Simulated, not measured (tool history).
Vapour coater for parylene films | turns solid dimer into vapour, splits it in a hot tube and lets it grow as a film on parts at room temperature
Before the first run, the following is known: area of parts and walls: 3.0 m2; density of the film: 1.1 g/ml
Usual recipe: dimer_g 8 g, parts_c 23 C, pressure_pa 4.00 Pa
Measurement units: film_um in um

| run | day | dimer_g | parts_c | pressure_pa | film_um |
|---|---|---|---|---|---|
| 1 | 0.000 | 8 | 23 | 4.00 | 1.343 |
| 2 | 1.100 | 8 | 23 | 4.00 | 1.319 |
| 3 | 1.783 | 8 | 23 | 4.00 | 1.310 |
| 4 | 2.933 | 8 | 23 | 4.00 | 1.298 |
| 5 | 4.004 | 8 | 23 | 4.00 | 1.309 |
| 6 | 4.929 | 8 | 18 | 4.00 | 1.534 |
| 7 | 6.496 | 8 | 18 | 4.00 | 1.525 |
| 8 | 8.046 | 8 | 18 | 4.00 | 1.546 |
| 9 | 8.758 | 8 | 23 | 4.00 | 1.281 |
| 10 | 9.758 | 8 | 23 | 4.00 | 1.271 |
| 11 | 11.221 | 11 | 23 | 4.00 | 1.750 |
| 12 | 12.612 | 4 | 23 | 4.00 | 0.644 |
| 13 | 14.158 | 4 | 23 | 4.00 | 0.618 |
| 14 | 15.662 | 6 | 23 | 4.00 | 0.934 |
| 15 | 17.267 | 8 | 23 | 4.00 | 1.227 |
| 16 | 18.492 | 8 | 23 | 4.00 | 1.232 |
|  | 19.096 | trap's valve overhauled |
| 17 | 20.075 | 8 | 23 | 4.00 | 1.348 |
| 18 | 21.683 | 11 | 23 | 4.00 | 1.841 |
| 19 | 23.100 | 11 | 23 | 4.00 | 1.830 |
| 20 | 24.304 | 8 | 18 | 4.00 | 1.586 |
| 21 | 25.075 | 8 | 23 | 7.96 | 1.221 |
| 22 | 26.133 | 8 | 23 | 7.96 | 1.212 |
| 23 | 27.738 | 8 | 23 | 7.96 | 1.218 |
| 24 | 28.762 | 8 | 23 | 7.96 | 1.213 |
| 25 | 29.512 | 3 | 21 | 6.02 | 0.507 |
| 26 | 30.425 | 9 | 19 | 7.47 | 1.567 |
| 27 | 31.312 | 9 | 19 | 7.47 | 1.541 |
| 28 | 32.842 | 9 | 19 | 7.47 | 1.548 |
| 29 | 34.075 | 5 | 23 | 4.00 | 0.798 |
| 30 | 35.754 | 5 | 20 | 9.60 | 0.795 |
| 31 | 36.500 | 5 | 20 | 9.60 | 0.785 |
| 32 | 37.417 | 8 | 20 | 7.18 | 1.310 |
| 33 | 38.533 | 12 | 20 | 7.18 | 1.943 |
| 34 | 40.167 | 7 | 19 | 7.05 | 1.175 |
|  | 41.075 | trap's valve overhauled |
| 35 | 41.854 | 12 | 31 | 4.00 | 1.536 |
| 36 | 43.096 | 12 | 27 | 3.25 | 1.787 |
| 37 | 44.150 | 4 | 24 | 7.06 | 0.605 |
| 38 | 45.575 | 11 | 24 | 5.53 | 1.706 |
| 39 | 47.229 | 11 | 24 | 5.53 | 1.684 |
| 40 | 47.904 | 4 | 23 | 3.48 | 0.677 |
| 41 | 49.333 | 6 | 21 | 7.67 | 0.974 |
| 42 | 50.425 | 6 | 21 | 7.67 | 0.959 |
| 43 | 51.950 | 6 | 21 | 7.67 | 0.970 |
| 44 | 53.233 | 6 | 25 | 4.00 | 0.912 |
|  | 54.262 | table's thermometer calibrated |
| 45 | 54.933 | 8 | 28 | 2.58 | 1.119 |
| 46 | 56.283 | 8 | 28 | 2.58 | 1.115 |

Below are 4 alternative next runs, each starting from the tool's condition after run 46. Predict each:
| A | 57.612 | 7 | 23 | 7.08 | ? |
| B | 57.612 | 5 | 16 | 3.00 | ? |
| C | 57.612 | 8 | 33 | 2.58 | ? |
| D | 57.612 | 8 | 28 | 3.08 | ? |

| run | film_um |
|---|---|
| A | 1.019 |
| B | 1.031 |
| C | 0.913 |
| D | 1.078 |
The same runs, with their run-to-run variation unchanged, on a tool lacking any hidden condition would have given:
| run | film_um |
|---|---|
| A | 1.091 |
| B | 1.103 |
| C | 0.978 |
| D | 1.154 |
